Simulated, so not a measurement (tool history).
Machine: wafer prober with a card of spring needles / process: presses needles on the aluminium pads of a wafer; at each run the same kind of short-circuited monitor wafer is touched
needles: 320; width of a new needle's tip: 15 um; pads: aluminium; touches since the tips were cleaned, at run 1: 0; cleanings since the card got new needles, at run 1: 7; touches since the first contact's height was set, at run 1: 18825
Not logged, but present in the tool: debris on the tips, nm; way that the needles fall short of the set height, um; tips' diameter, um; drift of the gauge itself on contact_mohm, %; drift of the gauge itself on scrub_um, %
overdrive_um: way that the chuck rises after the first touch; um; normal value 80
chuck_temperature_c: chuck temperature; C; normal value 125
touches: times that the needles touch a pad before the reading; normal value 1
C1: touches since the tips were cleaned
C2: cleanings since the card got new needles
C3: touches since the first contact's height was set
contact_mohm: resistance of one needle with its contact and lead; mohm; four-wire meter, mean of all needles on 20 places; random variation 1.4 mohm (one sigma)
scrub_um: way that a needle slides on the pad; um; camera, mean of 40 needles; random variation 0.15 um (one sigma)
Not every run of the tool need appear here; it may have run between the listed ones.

Run 1, hour 0: usual settings; C1 0; C2 7; C3 18825. Result: contact_mohm 127 mohm, scrub_um 15.33 um.
At hour 4.9: tips cleaned on abrasive film.
At hour 8.9: tips cleaned on abrasive film.
At hour 13.9: tips cleaned on abrasive film.
At hour 18.8: tips cleaned on abrasive film.
Run 2, hour 20.8: usual settings; C1 1127; C2 11; C3 30625. Result: contact_mohm 150 mohm, scrub_um 14.83 um.
At hour 22.8: tips cleaned on abrasive film.
At hour 27.8: tips cleaned on abrasive film.
At hour 32.7: tips cleaned on abrasive film.
At hour 36.7: tips cleaned on abrasive film.
At hour 41.7: tips cleaned on abrasive film.
At hour 46.6: tips cleaned on abrasive film.
Run 3, hour 47: usual settings but chuck_temperature_c 120 C; C1 241; C2 17; C3 45481. Result: contact_mohm 127 mohm, scrub_um 14.9 um.
At hour 51: tips cleaned on abrasive film.
At hour 56: tips cleaned on abrasive film.
At hour 60.9: tips cleaned on abrasive film.
At hour 65.9: tips cleaned on abrasive film.
At hour 70.8: tips cleaned on abrasive film.
At hour 75.5: tips cleaned on abrasive film.
Run 4, hour 75.5: usual settings; C1 0; C2 23; C3 61645. Result: contact_mohm 125 mohm, scrub_um 14.68 um.
At hour 80.5: tips cleaned on abrasive film.
At hour 85.4: tips cleaned on abrasive film.
At hour 89.6: tips cleaned on abrasive film.
Run 5, hour 89.6: usual settings; C1 0; C2 26; C3 69597. Result: contact_mohm 124 mohm, scrub_um 14.71 um.
At hour 93.6: tips cleaned on abrasive film.
At hour 98.5: tips cleaned on abrasive film.
At hour 103.5: tips cleaned on abrasive film.
At hour 108.4: tips cleaned on abrasive film.
Run 6, hour 109.9: usual settings but chuck_temperature_c 60 C; C1 896; C2 30; C3 81171. Result: contact_mohm 143 mohm, scrub_um 14.58 um.
At hour 113: tips cleaned on abrasive film.
At hour 117.9: tips cleaned on abrasive film.
At hour 122.9: tips cleaned on abrasive film.
At hour 127.8: tips cleaned on abrasive film.
Run 7, hour 131.2: usual settings but chuck_temperature_c 60 C; C1 1985; C2 34; C3 93270. Result: contact_mohm 161 mohm, scrub_um 14.47 um.
At hour 132.3: tips cleaned on abrasive film.
At hour 136.3: tips cleaned on abrasive film.
At hour 141.2: tips cleaned on abrasive film.
At hour 146.2: tips cleaned on abrasive film.
At hour 151.1: tips cleaned on abrasive film.
At hour 155.1: tips cleaned on abrasive film.
At hour 159.4: tips cleaned on abrasive film.
Run 8, hour 159.4: usual settings; C1 0; C2 41; C3 109179. Result: contact_mohm 122 mohm, scrub_um 14.55 um.
At hour 164.4: tips cleaned on abrasive film.
At hour 165.4: tips cleaned on abrasive film, once more.
At hour 169.4: tips cleaned on abrasive film.
At hour 174.4: tips cleaned on abrasive film.
At hour 179.3: tips cleaned on abrasive film.
Run 9, hour 180.3: usual settings; C1 589; C2 46; C3 121005. Result: contact_mohm 142 mohm, scrub_um 14.47 um.
At hour 183.3: tips cleaned on abrasive film.
At hour 188.3: tips cleaned on abrasive film.
At hour 193.2: tips cleaned on abrasive film.
At hour 198.2: tips cleaned on abrasive film.
Run 10, hour 200.5: usual settings; C1 1371; C2 50; C3 132479. Result: contact_mohm 159 mohm, scrub_um 14.25 um.
At hour 202.6: tips cleaned on abrasive film.
At hour 206.6: tips cleaned on abrasive film.
At hour 211.5: tips cleaned on abrasive film.
At hour 216.5: tips cleaned on abrasive film.
At hour 221.4: tips cleaned on abrasive film.
At hour 225.5: tips cleaned on abrasive film.
Run 11, hour 225.5: usual settings but chuck_temperature_c 36 C; C1 0; C2 56; C3 146590. Result: contact_mohm 115 mohm, scrub_um 14.05 um.
At hour 230.4: tips cleaned on abrasive film.
At hour 235.4: tips cleaned on abrasive film.
At hour 240.3: tips cleaned on abrasive film.
At hour 245.3: tips cleaned on abrasive film.
At hour 249.3: tips cleaned on abrasive film.
Run 12, hour 250.5: usual settings but chuck_temperature_c 36 C; C1 683; C2 61; C3 160755. Result: contact_mohm 134 mohm, scrub_um 14.21 um.
At hour 253.5: tips cleaned on abrasive film.
At hour 258.4: tips cleaned on abrasive film.
At hour 263.4: tips cleaned on abrasive film.
Run 13, hour 265: usual settings but overdrive_um 84 um, chuck_temperature_c 38 C, touches 3; C1 929; C2 64; C3 168989. Result: contact_mohm 121 mohm, scrub_um 14.99 um.
At hour 268: tips cleaned on abrasive film.
At hour 272: tips cleaned on abrasive film.
At hour 276.9: tips cleaned on abrasive film.
At hour 280.9: tips cleaned on abrasive film.
Run 14, hour 284: usual settings but overdrive_um 90 um, chuck_temperature_c 37 C; C1 1779; C2 68; C3 179757. Result: contact_mohm 158 mohm, scrub_um 16 um.
At hour 285: tips cleaned on abrasive film.
At hour 290: tips cleaned on abrasive film.
At hour 294.9: tips cleaned on abrasive film.
At hour 299.9: tips cleaned on abrasive film.
At hour 303.9: tips cleaned on abrasive film.
At hour 308.2: tips cleaned on abrasive film.
Run 15, hour 308.2: usual settings but chuck_temperature_c 82 C; C1 0; C2 74; C3 193465. Result: contact_mohm 122 mohm, scrub_um 13.92 um.
At hour 312.2: tips cleaned on abrasive film.
At hour 317.2: tips cleaned on abrasive film.
At hour 321.1: tips cleaned on abrasive film.
At hour 326.1: tips cleaned on abrasive film.
Run 16, hour 327.6: usual settings but chuck_temperature_c 82 C; C1 854; C2 78; C3 204433. Result: contact_mohm 145 mohm, scrub_um 13.89 um.
At hour 330.6: tips cleaned on abrasive film.
At hour 334.6: tips cleaned on abrasive film.
At hour 339.5: tips cleaned on abrasive film.
At hour 344.5: tips cleaned on abrasive film.
At hour 349.4: tips cleaned on abrasive film.
At hour 354.4: tips cleaned on abrasive film.
Run 17, hour 355.8: usual settings but overdrive_um 65 um, chuck_temperature_c 29 C; C1 858; C2 84; C3 220462. Result: contact_mohm 169 mohm, scrub_um 10.96 um.
At hour 358.9: tips cleaned on abrasive film.
At hour 363.8: tips cleaned on abrasive film.
At hour 368.8: tips cleaned on abrasive film.
At hour 372.7: tips cleaned on abrasive film.
At hour 377.7: tips cleaned on abrasive film.
Run 18, hour 380.6: usual settings but overdrive_um 92 um, chuck_temperature_c 89 C, touches 3; C1 1713; C2 89; C3 234535. Result: contact_mohm 129 mohm, scrub_um 16.02 um.
At hour 381.7: tips cleaned on abrasive film.
At hour 385.7: tips cleaned on abrasive film.
At hour 390.6: tips cleaned on abrasive film.
At hour 394.8: height of the first contact set anew.
At hour 394.9: tips cleaned on abrasive film.
Run 19, hour 394.9: usual settings but chuck_temperature_c 28 C; C1 0; C2 93; C3 10. Result: contact_mohm 111 mohm, scrub_um 15.21 um.
At hour 399.8: tips cleaned on abrasive film.
At hour 404.8: tips cleaned on abrasive film.
Run 20, hour 407.7: usual settings but chuck_temperature_c 28 C; C1 1685; C2 95; C3 7286. Result: contact_mohm 157 mohm, scrub_um 15.17 um.
At hour 409.7: tips cleaned on abrasive film.
At hour 414.7: tips cleaned on abrasive film.
At hour 418.7: tips cleaned on abrasive film.
Run 21, hour 420.2: usual settings but overdrive_um 71 um, chuck_temperature_c 99 C; C1 871; C2 98; C3 14337. Result: contact_mohm 155 mohm, scrub_um 13.27 um.

Estimate the outcome of run 22 from the log above:
At hour 423.2: tips cleaned on abrasive film.
At hour 428.1: tips cleaned on abrasive film.
At hour 433.1: tips cleaned on abrasive film.
Run 22, hour 435.1: usual settings but overdrive_um 71 um, chuck_temperature_c 44 C, touches 2; C1 1156; C2 101; C3 22797. Result: contact_mohm ?, scrub_um ?.

contact_mohm: 141 mohm
scrub_um: 13.21 um
With no hidden state in the tool, this same run would have given contact_mohm 111 mohm, scrub_um 13.36 um.
